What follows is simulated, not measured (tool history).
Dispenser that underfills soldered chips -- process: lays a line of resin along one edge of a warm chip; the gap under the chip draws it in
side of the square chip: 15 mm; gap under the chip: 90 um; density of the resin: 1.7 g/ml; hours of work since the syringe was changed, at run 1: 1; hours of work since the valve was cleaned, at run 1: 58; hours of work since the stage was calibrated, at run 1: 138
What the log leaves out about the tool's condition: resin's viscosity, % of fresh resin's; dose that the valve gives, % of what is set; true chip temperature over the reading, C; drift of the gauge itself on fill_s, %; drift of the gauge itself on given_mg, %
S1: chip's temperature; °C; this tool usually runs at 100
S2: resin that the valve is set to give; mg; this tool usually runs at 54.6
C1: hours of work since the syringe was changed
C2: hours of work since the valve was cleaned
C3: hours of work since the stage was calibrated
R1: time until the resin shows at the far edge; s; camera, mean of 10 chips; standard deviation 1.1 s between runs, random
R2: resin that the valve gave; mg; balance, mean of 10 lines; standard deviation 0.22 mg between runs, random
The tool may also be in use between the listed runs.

{"run": 1, "hour": 0.0, "S1": 100, "S2": 54.6, "C1": 1, "C2": 58, "C3": 138, "R1": 116.5, "R2": 52.62}
{"run": 2, "hour": 9.2, "S1": 100, "S2": 54.6, "C1": 7, "C2": 64, "C3": 144, "R1": 142.0, "R2": 52.71}
{"hour": 15.9, "done": "new syringe of resin"}
{"run": 3, "hour": 16.4, "S1": 100, "S2": 54.6, "C1": 0, "C2": 69, "C3": 149, "R1": 110.2, "R2": 52.57}
{"run": 4, "hour": 25.7, "S1": 100, "S2": 54.6, "C1": 6, "C2": 75, "C3": 155, "R1": 138.6, "R2": 52.63}
{"hour": 33.4, "done": "new syringe of resin"}
{"run": 5, "hour": 33.8, "S1": 91, "S2": 54.6, "C1": 0, "C2": 80, "C3": 160, "R1": 152.1, "R2": 52.09}
{"run": 6, "hour": 42.8, "S1": 100, "S2": 54.6, "C1": 6, "C2": 86, "C3": 166, "R1": 139.6, "R2": 51.95}
{"hour": 50.4, "done": "new syringe of resin"}
{"run": 7, "hour": 51.0, "S1": 100, "S2": 54.6, "C1": 0, "C2": 91, "C3": 171, "R1": 113.5, "R2": 51.74}
{"run": 8, "hour": 60.9, "S1": 100, "S2": 54.6, "C1": 7, "C2": 98, "C3": 178, "R1": 144.3, "R2": 51.95}
{"hour": 68.1, "done": "new syringe of resin"}
{"run": 9, "hour": 69.9, "S1": 100, "S2": 54.6, "C1": 1, "C2": 103, "C3": 183, "R1": 119.9, "R2": 51.48}
{"run": 10, "hour": 78.1, "S1": 104, "S2": 54.6, "C1": 7, "C2": 109, "C3": 189, "R1": 129.0, "R2": 51.13}
{"run": 11, "hour": 83.4, "S1": 104, "S2": 54.6, "C1": 10, "C2": 112, "C3": 192, "R1": 147.5, "R2": 51.32}
{"hour": 85.4, "done": "new syringe of resin"}
{"run": 12, "hour": 89.1, "S1": 104, "S2": 54.6, "C1": 2, "C2": 116, "C3": 196, "R1": 109.4, "R2": 51.47}
{"run": 13, "hour": 94.5, "S1": 104, "S2": 54.6, "C1": 6, "C2": 119, "C3": 199, "R1": 121.0, "R2": 51.02}
{"hour": 96.9, "done": "dispensing valve cleaned and set on the balance"}
{"run": 14, "hour": 100.6, "S1": 104, "S2": 54.6, "C1": 9, "C2": 2, "C3": 203, "R1": 135.0, "R2": 54.46}
{"hour": 103.5, "done": "new syringe of resin"}
{"run": 15, "hour": 108.8, "S1": 104, "S2": 54.6, "C1": 3, "C2": 8, "C3": 208, "R1": 109.2, "R2": 54.69}
{"run": 16, "hour": 115.7, "S1": 100, "S2": 54.6, "C1": 8, "C2": 12, "C3": 212, "R1": 151.3, "R2": 54.17}
{"hour": 121.0, "done": "new syringe of resin"}
{"run": 17, "hour": 124.6, "S1": 100, "S2": 54.6, "C1": 2, "C2": 18, "C3": 218, "R1": 125.7, "R2": 53.8}
{"run": 18, "hour": 133.9, "S1": 100, "S2": 54.6, "C1": 8, "C2": 24, "C3": 224, "R1": 160.6, "R2": 53.67}
{"hour": 138.6, "done": "new syringe of resin"}
{"run": 19, "hour": 139.6, "S1": 109, "S2": 68.2, "C1": 1, "C2": 27, "C3": 228, "R1": 87.0, "R2": 67.56}
{"run": 20, "hour": 149.4, "S1": 109, "S2": 68.2, "C1": 7, "C2": 34, "C3": 234, "R1": 109.0, "R2": 66.6}
{"hour": 156.0, "done": "new syringe of resin"}
{"run": 21, "hour": 157.4, "S1": 110, "S2": 63.4, "C1": 1, "C2": 39, "C3": 239, "R1": 84.7, "R2": 62.23}
{"run": 22, "hour": 167.4, "S1": 102, "S2": 59.0, "C1": 7, "C2": 46, "C3": 246, "R1": 139.6, "R2": 57.44}
{"hour": 173.5, "done": "new syringe of resin"}
{"run": 23, "hour": 175.1, "S1": 107, "S2": 57.8, "C1": 1, "C2": 50, "C3": 251, "R1": 93.6, "R2": 56.04}
{"run": 24, "hour": 185.3, "S1": 107, "S2": 57.8, "C1": 8, "C2": 57, "C3": 257, "R1": 121.5, "R2": 55.87}
{"hour": 190.7, "done": "new syringe of resin"}
{"run": 25, "hour": 191.5, "S1": 112, "S2": 50.7, "C1": 0, "C2": 61, "C3": 261, "R1": 81.5, "R2": 49.12}
{"run": 26, "hour": 197.6, "S1": 104, "S2": 59.4, "C1": 5, "C2": 65, "C3": 265, "R1": 115.8, "R2": 57.3}
{"run": 27, "hour": 205.2, "S1": 106, "S2": 69.0, "C1": 10, "C2": 70, "C3": 270, "R1": 131.7, "R2": 66.49}
{"hour": 208.1, "done": "new syringe of resin"}
{"run": 28, "hour": 210.0, "S1": 85, "S2": 62.8, "C1": 1, "C2": 73, "C3": 273, "R1": 197.6, "R2": 60.18}
{"run": 29, "hour": 214.5, "S1": 95, "S2": 69.3, "C1": 4, "C2": 76, "C3": 276, "R1": 155.2, "R2": 66.71}
{"run": 30, "hour": 223.0, "S1": 97, "S2": 54.6, "C1": 10, "C2": 81, "C3": 282, "R1": 181.2, "R2": 52.2}
{"hour": 225.4, "done": "new syringe of resin"}
{"run": 31, "hour": 231.1, "S1": 89, "S2": 47.6, "C1": 4, "C2": 87, "C3": 287, "R1": 200.8, "R2": 45.53}
{"run": 32, "hour": 235.9, "S1": 95, "S2": 69.4, "C1": 7, "C2": 90, "C3": 290, "R1": 170.3, "R2": 66.16}
{"hour": 242.8, "done": "new syringe of resin"}
{"run": 33, "hour": 246.4, "S1": 92, "S2": 56.6, "C1": 2, "C2": 96, "C3": 297, "R1": 167.5, "R2": 53.58}
{"run": 34, "hour": 254.2, "S1": 107, "S2": 51.8, "C1": 7, "C2": 102, "C3": 302, "R1": 122.6, "R2": 48.67}
{"hour": 260.0, "done": "new syringe of resin"}
{"run": 35, "hour": 260.6, "S1": 90, "S2": 54.2, "C1": 0, "C2": 106, "C3": 306, "R1": 163.1, "R2": 51.24}
{"run": 36, "hour": 267.3, "S1": 109, "S2": 64.4, "C1": 5, "C2": 110, "C3": 310, "R1": 102.1, "R2": 60.95}

Forecast each of these 3 alternatives for the next run:
{"run": "A", "hour": 274.5, "S1": 87, "S2": 46.5, "C1": 10, "C2": 115, "C3": 315, "R1": "?", "R2": "?"}
{"run": "B", "hour": 274.5, "S1": 109, "S2": 51.6, "C1": 10, "C2": 115, "C3": 315, "R1": "?", "R2": "?"}
{"run": "C", "hour": 274.5, "S1": 109, "S2": 67.8, "C1": 10, "C2": 115, "C3": 315, "R1": "?", "R2": "?"}

run=A R1=266.0 R2=43.39
run=B R1=125.7 R2=48.36
run=C R1=121.9 R2=63.30
Take away the tool's hidden state, keep each run's random variation, and the runs would have read:
run=A R1=169.9 R2=46.29
run=B R1=81.7 R2=51.59
run=C R1=80.0 R2=67.53

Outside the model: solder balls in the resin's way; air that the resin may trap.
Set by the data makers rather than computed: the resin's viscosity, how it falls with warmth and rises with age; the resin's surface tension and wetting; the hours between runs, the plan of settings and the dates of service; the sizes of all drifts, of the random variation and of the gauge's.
